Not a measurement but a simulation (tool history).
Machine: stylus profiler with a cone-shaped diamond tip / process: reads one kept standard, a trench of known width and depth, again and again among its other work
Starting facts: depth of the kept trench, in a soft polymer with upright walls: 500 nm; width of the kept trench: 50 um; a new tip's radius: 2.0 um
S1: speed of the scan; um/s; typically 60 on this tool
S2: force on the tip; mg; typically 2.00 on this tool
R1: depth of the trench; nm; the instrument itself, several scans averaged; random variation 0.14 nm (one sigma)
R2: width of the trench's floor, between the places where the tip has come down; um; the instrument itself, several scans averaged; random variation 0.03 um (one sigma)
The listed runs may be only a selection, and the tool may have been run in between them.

run     day   S1    S2      R1     R2
  1   0.000   60  2.00  506.20  47.05
  2   0.858   60  3.30  508.45  47.15
  3   1.475   60  3.30  508.63  47.12
  4   2.025  110  3.30  508.43  46.95
  5   2.683   54  3.30  508.55  47.14
  6   3.538   60  2.00  506.18  47.03
  7   4.183   60  2.00  505.97  47.04
  8   4.579   60  2.00  506.12  47.02
  9   5.396   60  2.00  506.20  47.02
 10   5.962   60  2.00  506.11  46.98
 11   6.538   60  2.00  506.13  47.03
 12   7.133   60  2.00  506.07  47.08
 13   7.512   60  2.00  506.33  47.01
 14   8.033   60  2.00  506.33  47.02
 15   8.858   60  2.00  506.41  47.05
 16   9.750   27  1.82  505.70  47.20
 17  10.550  105  0.92  503.62  46.57
 18  11.167  116  1.32  504.81  46.60
 19  11.792   85  1.12  504.24  46.76
 20  12.671  128  4.57  510.80  46.90
 21  13.546   15  1.39  504.83  47.22
 22  13.992   97  2.20  506.44  46.89
 23  14.567   22  1.24  504.83  47.19
 24  15.154  180  3.65  509.25  46.64
 25  15.746  180  3.65  509.16  46.65

Run 26 has not been measured yet. What should we expect?
 26  16.475  180  3.65   ?   ?

R1: 509.29 nm
R2: 46.65 um
Were there no unlogged condition in the tool, this run, its random variation unchanged, would have produced R1 509.26 nm, R2 46.67 um.
